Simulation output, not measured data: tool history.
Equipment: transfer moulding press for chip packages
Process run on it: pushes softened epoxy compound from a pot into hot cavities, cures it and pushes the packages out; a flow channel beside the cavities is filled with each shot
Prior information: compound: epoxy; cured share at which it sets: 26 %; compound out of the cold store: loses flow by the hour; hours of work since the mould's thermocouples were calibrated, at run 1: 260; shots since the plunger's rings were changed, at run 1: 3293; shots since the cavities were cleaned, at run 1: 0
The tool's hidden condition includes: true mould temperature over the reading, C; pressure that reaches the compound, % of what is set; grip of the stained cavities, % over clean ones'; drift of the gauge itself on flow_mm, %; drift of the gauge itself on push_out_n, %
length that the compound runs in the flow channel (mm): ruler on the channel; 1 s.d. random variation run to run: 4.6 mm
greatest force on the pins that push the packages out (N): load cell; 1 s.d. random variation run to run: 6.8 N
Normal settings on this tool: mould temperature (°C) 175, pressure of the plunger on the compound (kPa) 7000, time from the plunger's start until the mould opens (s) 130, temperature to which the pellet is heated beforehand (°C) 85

run,hour,mould temperature (°C),pressure of the plunger on the compound (kPa),time from the plunger's start until the mould opens (s),temperature to which the pellet is heated beforehand (°C),hours of work since the mould's thermocouples were calibrated,shots since the plunger's rings were changed,shots since the cavities were cleaned,incoming compound's hours out of the cold store,length that the compound runs in the flow channel (mm),greatest force on the pins that push the packages out (N)
1,0,175,7000,130,85,260,3293,0,12.8,683,278
# hour 42.5: cavities cleaned with cleaning compound and waxed
2,42.6,175,7000,130,85,290,3712,0,8.9,695,284
# hour 84.2: cavities cleaned with cleaning compound and waxed
3,99.3,175,7000,130,85,329,4275,153,15.9,669,274
# hour 125.7: cavities cleaned with cleaning compound and waxed
4,129.6,175,7000,130,85,350,4569,39,20.6,650,294
# hour 167.8: cavities cleaned with cleaning compound and waxed
# hour 179: plunger's sealing rings changed
5,184.7,175,8530,130,85,386,58,147,26.1,701,272
# hour 214.2: cavities cleaned with cleaning compound and waxed
6,228.2,175,8530,130,85,417,487,144,9.8,761,282
# hour 257: cavities cleaned with cleaning compound and waxed
7,269.8,175,7000,128,85,445,895,130,10.4,696,290
# hour 299: cavities cleaned with cleaning compound and waxed
8,325.1,175,6460,130,85,484,1444,266,20.5,634,287
# hour 341.3: cavities cleaned with cleaning compound and waxed
9,365.9,175,6460,130,85,512,1846,251,17.7,639,290
# hour 376.7: mould's thermocouples calibrated
# hour 389: cavities cleaned with cleaning compound and waxed
10,409.3,175,6460,130,85,22,2252,207,42,573,282
# hour 433.3: cavities cleaned with cleaning compound and waxed
11,462,175,6460,130,85,59,2775,293,8.5,657,282
# hour 477.4: cavities cleaned with cleaning compound and waxed
# hour 519.1: cavities cleaned with cleaning compound and waxed
12,521,175,7000,159,85,99,3347,20,28.1,628,271
13,548.4,175,7000,159,82,119,3627,300,33.8,611,266
# hour 564.9: cavities cleaned with cleaning compound and waxed
14,597.4,175,7000,159,82,153,4112,332,31.7,613,264
# hour 608.1: cavities cleaned with cleaning compound and waxed
# hour 651.7: cavities cleaned with cleaning compound and waxed
15,657.8,169,7000,130,81,194,4697,63,21,659,312
# hour 689.9: plunger's sealing rings changed
# hour 695.6: cavities cleaned with cleaning compound and waxed
16,723.9,169,7000,130,81,239,332,289,11.2,693,345

Forecast run 17:
# hour 740.3: cavities cleaned with cleaning compound and waxed
17,777.3,175,7000,130,86,276,861,377,33.8,?,?

length that the compound runs in the flow channel (mm): 614
greatest force on the pins that push the packages out (N): 282
Were there no unlogged condition in the tool, this run, its random variation unchanged, would have produced length that the compound runs in the flow channel (mm) 614, greatest force on the pins that push the packages out (N) 279.
